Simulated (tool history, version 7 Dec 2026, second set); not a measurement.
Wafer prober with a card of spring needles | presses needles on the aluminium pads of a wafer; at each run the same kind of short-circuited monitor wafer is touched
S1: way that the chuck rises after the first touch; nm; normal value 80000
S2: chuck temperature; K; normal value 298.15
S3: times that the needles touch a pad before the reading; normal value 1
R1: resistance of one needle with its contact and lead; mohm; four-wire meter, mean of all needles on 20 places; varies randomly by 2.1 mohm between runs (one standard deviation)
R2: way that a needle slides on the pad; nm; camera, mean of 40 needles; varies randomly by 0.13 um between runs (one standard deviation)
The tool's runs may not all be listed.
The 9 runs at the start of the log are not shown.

run   hour      S1      S2  S3   R1     R2
     108.6  -- tips cleaned on abrasive film
 10  115.5   91000  298.15   2  229  24780
     118.6  -- tips cleaned on abrasive film
     128.5  -- tips cleaned on abrasive film
 11  132.6   91000  298.15   2  227  24450
     139.1  -- tips cleaned on abrasive film
     148.6  -- tips cleaned on abrasive film
 12  150.3   91000  298.15   2  228  24380
 13  157.6   91000  298.15   2  231  24470
     159.2  -- tips cleaned on abrasive film
     168.8  -- tips cleaned on abrasive film
 14  171.4   91000  298.15   2  231  24760
     178.7  -- tips cleaned on abrasive film
     188.6  -- tips cleaned on abrasive film
 15  188.6   88000  298.15   2  227  23510
 16  196.2   80000  298.15   1  229  21570
     197.9  -- tips cleaned on abrasive film
 17  204.6   80000  298.15   1  231  21700
     207.2  -- tips cleaned on abrasive film
     217.4  -- tips cleaned on abrasive film
 18  217.4   80000  298.15   1  232  21590
     227.2  -- tips cleaned on abrasive film
 19  229.0   80000  298.15   1  229  21500
     236.6  -- tips cleaned on abrasive film
 20  237.9   80000  307.15   1  230  21450
     246.0  -- tips cleaned on abrasive film
 21  247.5   79000  305.15   2  229  21480
     256.0  -- tips cleaned on abrasive film
 22  264.4  100000  319.15   2  229  27010
     266.0  -- tips cleaned on abrasive film
     276.3  -- tips cleaned on abrasive film
 23  277.9   80000  317.15   2  232  21450
     286.1  -- tips cleaned on abrasive film
 24  294.9   99000  364.15   1  243  26900
     296.4  -- tips cleaned on abrasive film
     306.4  -- tips cleaned on abrasive film
 25  306.4   80000  302.15   1  227  21770

Expected results for the next run?
     316.7  -- tips cleaned on abrasive film
 26  321.8  80000  304.15   1   ?   ?

{"run 26": {"R1": 231, "R2": 21830}}
With the hidden condition absent and the run-to-run variation left alone, this run would have shown R1 231 mohm, R2 21840 nm.
